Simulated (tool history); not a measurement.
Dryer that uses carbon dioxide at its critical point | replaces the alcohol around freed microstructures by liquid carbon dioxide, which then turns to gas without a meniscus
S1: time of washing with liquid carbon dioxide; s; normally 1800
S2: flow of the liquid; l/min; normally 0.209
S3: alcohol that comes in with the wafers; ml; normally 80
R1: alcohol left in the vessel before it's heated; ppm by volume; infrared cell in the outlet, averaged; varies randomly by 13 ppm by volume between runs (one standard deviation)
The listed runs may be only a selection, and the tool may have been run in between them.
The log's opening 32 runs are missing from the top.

{"run": 33, "hour": 226.7, "S1": 1920, "S2": 0.337, "S3": 109, "R1": 163}
{"run": 34, "hour": 233.1, "S1": 1920, "S2": 0.337, "S3": 109, "R1": 170}
{"run": 35, "hour": 243.4, "S1": 1500, "S2": 0.209, "S3": 26, "R1": 869}
{"run": 36, "hour": 250.9, "S1": 1320, "S2": 0.264, "S3": 29, "R1": 675}
{"run": 37, "hour": 258.2, "S1": 1320, "S2": 0.264, "S3": 59, "R1": 1236}
{"run": 38, "hour": 266.5, "S1": 1140, "S2": 0.267, "S3": 80, "R1": 2633}
{"run": 39, "hour": 274.0, "S1": 1140, "S2": 0.258, "S3": 38, "R1": 1509}
{"run": 40, "hour": 280.5, "S1": 1140, "S2": 0.175, "S3": 64, "R1": 6811}
{"run": 41, "hour": 290.8, "S1": 1800, "S2": 0.14, "S3": 80, "R1": 4919}
{"run": 42, "hour": 296.8, "S1": 1920, "S2": 0.209, "S3": 23, "R1": 374}
{"run": 43, "hour": 307.7, "S1": 1920, "S2": 0.209, "S3": 23, "R1": 387}
{"run": 44, "hour": 318.6, "S1": 1440, "S2": 0.168, "S3": 59, "R1": 4085}
{"run": 45, "hour": 326.6, "S1": 2580, "S2": 0.13, "S3": 47, "R1": 1265}
{"run": 46, "hour": 332.6, "S1": 2580, "S2": 0.13, "S3": 47, "R1": 1258}
{"run": 47, "hour": 342.8, "S1": 2580, "S2": 0.13, "S3": 47, "R1": 1280}

What if the next run were any one of these 3? Each begins from the tool's condition after run 47:
{"run": "A", "hour": 347.7, "S1": 2220, "S2": 0.13, "S3": 47, "R1": "?"}
{"run": "B", "hour": 347.7, "S1": 1260, "S2": 0.13, "S3": 26, "R1": "?"}
{"run": "C", "hour": 347.7, "S1": 1380, "S2": 0.209, "S3": 80, "R1": "?"}

run=A R1=2028
run=B R1=4290
run=C R1=3366
Stripped of hidden state, with their random variation kept, the same runs would have yielded:
run=A R1=1386
run=B R1=3477
run=C R1=2347
